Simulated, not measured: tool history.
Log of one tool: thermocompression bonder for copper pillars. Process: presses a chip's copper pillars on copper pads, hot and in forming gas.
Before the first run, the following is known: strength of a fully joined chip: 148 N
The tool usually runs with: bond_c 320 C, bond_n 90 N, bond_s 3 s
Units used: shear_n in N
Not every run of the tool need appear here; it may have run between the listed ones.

| run | hour | bond_c | bond_n | bond_s | shear_n |
|---|---|---|---|---|---|
| 1 | 0.0 | 320 | 90 | 3 | 51.5 |
| 2 | 55.5 | 320 | 90 | 3 | 50.6 |
| 3 | 141.3 | 320 | 125 | 3 | 70.6 |
| 4 | 204.4 | 320 | 125 | 3 | 69.4 |
| 5 | 242.9 | 320 | 125 | 3 | 70.1 |
| 6 | 315.7 | 320 | 125 | 3 | 68.6 |
| 7 | 376.6 | 320 | 119 | 3 | 67.8 |
| 8 | 441.4 | 320 | 119 | 3 | 66.9 |
| 9 | 533.1 | 320 | 119 | 3 | 70.3 |
| 10 | 575.7 | 320 | 119 | 3 | 65.1 |
| 11 | 621.5 | 320 | 90 | 3 | 51.1 |
| 12 | 661.0 | 294 | 90 | 3 | 37.4 |
| 13 | 701.4 | 320 | 122 | 3 | 67.7 |
| 14 | 760.1 | 301 | 90 | 3 | 40.6 |
| 15 | 807.3 | 301 | 90 | 3 | 40.7 |
| 16 | 860.1 | 320 | 90 | 3 | 49.7 |
| 17 | 951.4 | 320 | 90 | 7 | 70.4 |
| 18 | 1038.7 | 320 | 90 | 3 | 49.1 |
| 19 | 1116.0 | 320 | 90 | 3 | 48.3 |
| 20 | 1173.6 | 320 | 90 | 3 | 49.8 |
| 21 | 1253.5 | 320 | 91 | 7 | 69.0 |
| 22 | 1309.0 | 320 | 91 | 7 | 68.1 |
| 23 | 1358.7 | 294 | 120 | 4 | 54.2 |
| 24 | 1431.4 | 294 | 120 | 4 | 56.5 |
| 25 | 1500.7 | 345 | 98 | 2 | 59.6 |
| 26 | 1593.1 | 345 | 98 | 2 | 56.4 |
| 27 | 1648.9 | 333 | 109 | 5 | 80.5 |
| 28 | 1733.2 | 333 | 109 | 5 | 82.1 |
| 29 | 1816.8 | 333 | 82 | 4 | 59.6 |
| 30 | 1883.8 | 333 | 82 | 4 | 58.7 |
| 31 | 1971.5 | 341 | 82 | 4 | 65.9 |
| 32 | 2028.0 | 341 | 82 | 4 | 63.8 |
| 33 | 2075.0 | 340 | 90 | 3 | 61.6 |
| 34 | 2126.8 | 312 | 108 | 3 | 53.7 |
| 35 | 2185.5 | 334 | 105 | 3 | 70.7 |
| 36 | 2224.2 | 323 | 74 | 5 | 54.1 |
| 37 | 2268.3 | 323 | 74 | 5 | 52.9 |
| 38 | 2351.0 | 313 | 95 | 7 | 68.3 |
| 39 | 2435.5 | 316 | 83 | 3 | 47.0 |

Taken out of this log: 15 entries between the listed runs. Where each belongs, and how the hidden state differs across it:
Run 1 -> run 2: heater calibrated with a thermocouple chip (hour 50.8)
  true temperature of the bond over the reading, C: 4 -> 6.4; force that reaches the chip, % of what is set: 95.4 -> 95.1; oxide that the forming gas leaves, % of the face: 5.01 -> 6.56
  the result without the hidden state subtracted from the measured one, shear_n: -2.7 -> -2.4 N
Run 2 -> run 3: forming gas filter changed (hour 95.9)
  true temperature of the bond over the reading, C: 6.4 -> 6.8; force that reaches the chip, % of what is set: 95.1 -> 94.6; oxide that the forming gas leaves, % of the face: 6.56 -> 1.85
  the result without the hidden state subtracted from the measured one, shear_n: -2.4 -> +0.0 N
Run 6 -> run 7: forming gas filter changed (hour 355.0)
  true temperature of the bond over the reading, C: 7.6 -> 7.8; force that reaches the chip, % of what is set: 93.4 -> 93.1; oxide that the forming gas leaves, % of the face: 6.48 -> 1.03
  the result without the hidden state subtracted from the measured one, shear_n: -3.7 -> +0.2 N
Run 8 -> run 9: force cell calibrated (hour 508.5)
  true temperature of the bond over the reading, C: 8.1 -> 8.5; force that reaches the chip, % of what is set: 92.7 -> 98.8; oxide that the forming gas leaves, % of the face: 2.65 -> 5.14
  the result without the hidden state subtracted from the measured one, shear_n: -0.9 -> +1.4 N
Run 9 -> run 10: heater calibrated with a thermocouple chip, once more (hour 554.2)
  true temperature of the bond over the reading, C: 8.5 -> 0.1; force that reaches the chip, % of what is set: 98.8 -> 98.6; oxide that the forming gas leaves, % of the face: 5.14 -> 6.42
  the result without the hidden state subtracted from the measured one, shear_n: +1.4 -> -4.8 N
Run 10 -> run 11: forming gas filter changed (hour 616.7)
  true temperature of the bond over the reading, C: 0.1 -> 0.3; force that reaches the chip, % of what is set: 98.6 -> 98.3; oxide that the forming gas leaves, % of the face: 6.42 -> 0.7
  the result without the hidden state subtracted from the measured one, shear_n: -4.8 -> -0.8 N
Run 16 -> run 17: forming gas filter changed (hour 875.9)
  true temperature of the bond over the reading, C: 1.4 -> 1.8; force that reaches the chip, % of what is set: 96.8 -> 96.3; oxide that the forming gas leaves, % of the face: 7.12 -> 2.36
  the result without the hidden state subtracted from the measured one, shear_n: -4.4 -> -2.4 N
Run 19 -> run 20: forming gas filter changed (hour 1131.8)
  true temperature of the bond over the reading, C: 2.6 -> 2.8; force that reaches the chip, % of what is set: 95.3 -> 95; oxide that the forming gas leaves, % of the face: 6.88 -> 1.64
  the result without the hidden state subtracted from the measured one, shear_n: -4.4 -> -1.7 N
Run 23 -> run 24: forming gas filter changed (hour 1390.4)
  true temperature of the bond over the reading, C: 3.7 -> 4; force that reaches the chip, % of what is set: 93.7 -> 93.3; oxide that the forming gas leaves, % of the face: 6.64 -> 1.68
  the result without the hidden state subtracted from the measured one, shear_n: -4.8 -> -2.0 N
Run 25 -> run 26: heater calibrated with a thermocouple chip (hour 1524.4)
  true temperature of the bond over the reading, C: 4.3 -> 1; force that reaches the chip, % of what is set: 92.9 -> 92.3; oxide that the forming gas leaves, % of the face: 3.58 -> 6.1
  the result without the hidden state subtracted from the measured one, shear_n: -3.8 -> -7.4 N
Run 26 -> run 27: forming gas filter changed (hour 1648.9)
  true temperature of the bond over the reading, C: 1 -> 1.2; force that reaches the chip, % of what is set: 92.3 -> 92; oxide that the forming gas leaves, % of the face: 6.1 -> 0.55
  the result without the hidden state subtracted from the measured one, shear_n: -7.4 -> -4.8 N
Run 27 -> run 28: force cell calibrated (hour 1696.4)
  true temperature of the bond over the reading, C: 1.2 -> 1.5; force that reaches the chip, % of what is set: 92 -> 99.8; oxide that the forming gas leaves, % of the face: 0.55 -> 2.76
  the result without the hidden state subtracted from the measured one, shear_n: -4.8 -> -1.1 N
Run 30 -> run 31: forming gas filter changed (hour 1907.5)
  true temperature of the bond over the reading, C: 2.2 -> 2.6; force that reaches the chip, % of what is set: 98.8 -> 98.3; oxide that the forming gas leaves, % of the face: 6.84 -> 2.32
  the result without the hidden state subtracted from the measured one, shear_n: -3.4 -> -0.7 N
Run 34 -> run 35: forming gas filter changed (hour 2164.9)
  true temperature of the bond over the reading, C: 3.3 -> 3.6; force that reaches the chip, % of what is set: 97.3 -> 96.9; oxide that the forming gas leaves, % of the face: 6.32 -> 1.22
  the result without the hidden state subtracted from the measured one, shear_n: -2.9 -> -0.2 N
Run 38 -> run 39: forming gas filter changed (hour 2422.5)
  true temperature of the bond over the reading, C: 4.3 -> 4.7; force that reaches the chip, % of what is set: 95.9 -> 95.3; oxide that the forming gas leaves, % of the face: 5.69 -> 1
  the result without the hidden state subtracted from the measured one, shear_n: -3.5 -> -0.1 N

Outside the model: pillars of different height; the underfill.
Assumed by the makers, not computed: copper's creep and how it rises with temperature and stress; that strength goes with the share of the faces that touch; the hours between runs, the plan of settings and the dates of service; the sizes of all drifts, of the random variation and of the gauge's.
